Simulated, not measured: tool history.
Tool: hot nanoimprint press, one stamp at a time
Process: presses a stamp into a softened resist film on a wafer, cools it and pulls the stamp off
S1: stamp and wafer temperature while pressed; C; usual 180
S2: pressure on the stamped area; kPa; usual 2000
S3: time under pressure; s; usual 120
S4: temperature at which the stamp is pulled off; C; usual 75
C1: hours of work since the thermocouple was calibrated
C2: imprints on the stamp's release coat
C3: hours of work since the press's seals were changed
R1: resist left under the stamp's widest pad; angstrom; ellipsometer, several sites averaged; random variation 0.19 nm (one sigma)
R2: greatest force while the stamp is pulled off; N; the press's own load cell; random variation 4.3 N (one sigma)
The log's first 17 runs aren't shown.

run,day,S1,S2,S3,S4,C1,C2,C3,R1,R2
18,40.196,170,2170,90,83,265,1489,236,1436,169
19,41.900,172,2000,136,75,295,1632,266,1258,213
# day 43.562: stamp cleaned and given a new release coat
20,44.112,172,2000,136,75,330,46,301,1256,206
21,46.275,180,2000,136,71,368,227,340,980,232
22,47.621,180,1420,184,60,392,339,364,1015,278
# day 48.158: plate thermocouple calibrated
23,50.317,168,2000,75,75,38,554,410,1578,211
24,52.517,168,2000,75,75,78,739,449,1578,215
25,54.562,168,2000,75,75,114,909,485,1579,214
26,56.075,191,2950,65,75,141,1036,512,770,203
27,58.488,188,2690,214,63,184,1238,555,542,275
28,61.046,189,1200,235,83,230,1452,601,751,169
29,63.446,189,1200,235,83,272,1652,643,750,172

Forecast run 30:
# day 64.912: stamp cleaned and given a new release coat
30,66.317,180,2000,142,77,319,118,690,?,?

Run 30 gave R1 960 angstrom, R2 200 N.
Without the tool's hidden state the same run would have given R1 979 angstrom, R2 200 N.
